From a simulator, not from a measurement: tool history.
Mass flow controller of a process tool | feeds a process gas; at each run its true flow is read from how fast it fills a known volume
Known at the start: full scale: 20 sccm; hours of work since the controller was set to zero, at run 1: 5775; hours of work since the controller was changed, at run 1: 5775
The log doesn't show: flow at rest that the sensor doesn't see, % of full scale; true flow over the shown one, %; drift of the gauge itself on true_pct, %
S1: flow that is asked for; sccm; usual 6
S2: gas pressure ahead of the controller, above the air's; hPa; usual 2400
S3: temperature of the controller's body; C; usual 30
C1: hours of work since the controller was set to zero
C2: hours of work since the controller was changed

Run 1, hour 0: usual settings; C1 5775; C2 5775. Result: true flow (%) 103.99.
Run 2, hour 158.1: usual settings; C1 5840; C2 5840. Result: true flow (%) 104.13.
Run 3, hour 367.4: usual settings but S3 25 C; C1 5927; C2 5927. Result: true flow (%) 103.7.
Run 4, hour 547.7: usual settings but S3 25 C; C1 6001; C2 6001. Result: true flow (%) 103.73.
Run 5, hour 888.3: usual settings but S3 25 C; C1 6142; C2 6142. Result: true flow (%) 103.92.
Run 6, hour 1222.2: usual settings but S3 25 C; C1 6280; C2 6280. Result: true flow (%) 103.96.
Run 7, hour 1503.7: usual settings but S1 7 sccm, S3 25 C; C1 6396; C2 6396. Result: true flow (%) 103.44.
Run 8, hour 1810.9: usual settings but S1 7 sccm, S3 25 C; C1 6523; C2 6523. Result: true flow (%) 103.78.
Run 9, hour 2167.8: usual settings but S3 33 C; C1 6670; C2 6670. Result: true flow (%) 104.89.
Run 10, hour 2375.5: usual settings but S1 12 sccm, S3 33 C; C1 6756; C2 6756. Result: true flow (%) 103.3.
Run 11, hour 2585: usual settings but S1 12 sccm, S3 33 C; C1 6842; C2 6842. Result: true flow (%) 103.56.
Run 12, hour 2788.2: usual settings but S2 1910 hPa; C1 6926; C2 6926. Result: true flow (%) 104.55.
Run 13, hour 2967.1: usual settings but S2 1460 hPa; C1 7000; C2 7000. Result: true flow (%) 104.39.
At hour 3211.1: controller's zero set anew.
Run 14, hour 3297.1: usual settings but S2 1460 hPa; C1 36; C2 7136. Result: true flow (%) 104.97.
Run 15, hour 3547.4: usual settings but S2 1900 hPa, S3 39 C; C1 139; C2 7239. Result: true flow (%) 106.1.
Run 16, hour 3710.1: usual settings but S2 1900 hPa, S3 39 C; C1 206; C2 7307. Result: true flow (%) 106.08.
Run 17, hour 4037.3: usual settings but S1 5 sccm, S2 1770 hPa, S3 21 C; C1 341; C2 7442. Result: true flow (%) 105.26.
Run 18, hour 4363.4: usual settings but S1 5 sccm, S2 1770 hPa, S3 29 C; C1 476; C2 7576. Result: true flow (%) 106.19.
Run 19, hour 4529.8: usual settings but S1 5 sccm, S2 1770 hPa, S3 29 C; C1 544; C2 7645. Result: true flow (%) 106.09.
At hour 4549.2: controller's zero set anew, once more.
Run 20, hour 4832: usual settings but S1 5 sccm, S2 1710 hPa, S3 38 C; C1 117; C2 7770. Result: true flow (%) 101.99.
Run 21, hour 5084.3: usual settings but S1 5 sccm, S2 1710 hPa, S3 38 C; C1 221; C2 7874. Result: true flow (%) 101.9.
Run 22, hour 5389: usual settings but S1 7 sccm, S3 35 C; C1 347; C2 8000. Result: true flow (%) 102.26.
Run 23, hour 5568.4: usual settings but S1 7 sccm, S3 35 C; C1 421; C2 8074. Result: true flow (%) 102.32.

Forecast each of these 5 alternatives for the next run:
Run A, hour 5903.3: usual settings but S2 2640 hPa; C1 559; C2 8212. Result: true flow (%) ?.
Run B, hour 5903.3: usual settings but S1 7 sccm, S2 2650 hPa, S3 24 C; C1 559; C2 8212. Result: true flow (%) ?.
Run C, hour 5903.3: usual settings but S1 7 sccm, S3 35 C; C1 559; C2 8212. Result: true flow (%) ?.
Run D, hour 5903.3: usual settings but S1 8 sccm, S2 1470 hPa, S3 29 C; C1 559; C2 8212. Result: true flow (%) ?.
Run E, hour 5903.3: usual settings but S1 7 sccm, S2 1900 hPa, S3 29 C; C1 559; C2 8212. Result: true flow (%) ?.

run  true flow (%)
  A         102.16
  B         101.59
  C         102.47
  D         101.42
  E         101.62
Without the tool's hidden state the same runs would have given:
run  true flow (%)
  A         100.37
  B          99.85
  C         100.73
  D          99.72
  E          99.88

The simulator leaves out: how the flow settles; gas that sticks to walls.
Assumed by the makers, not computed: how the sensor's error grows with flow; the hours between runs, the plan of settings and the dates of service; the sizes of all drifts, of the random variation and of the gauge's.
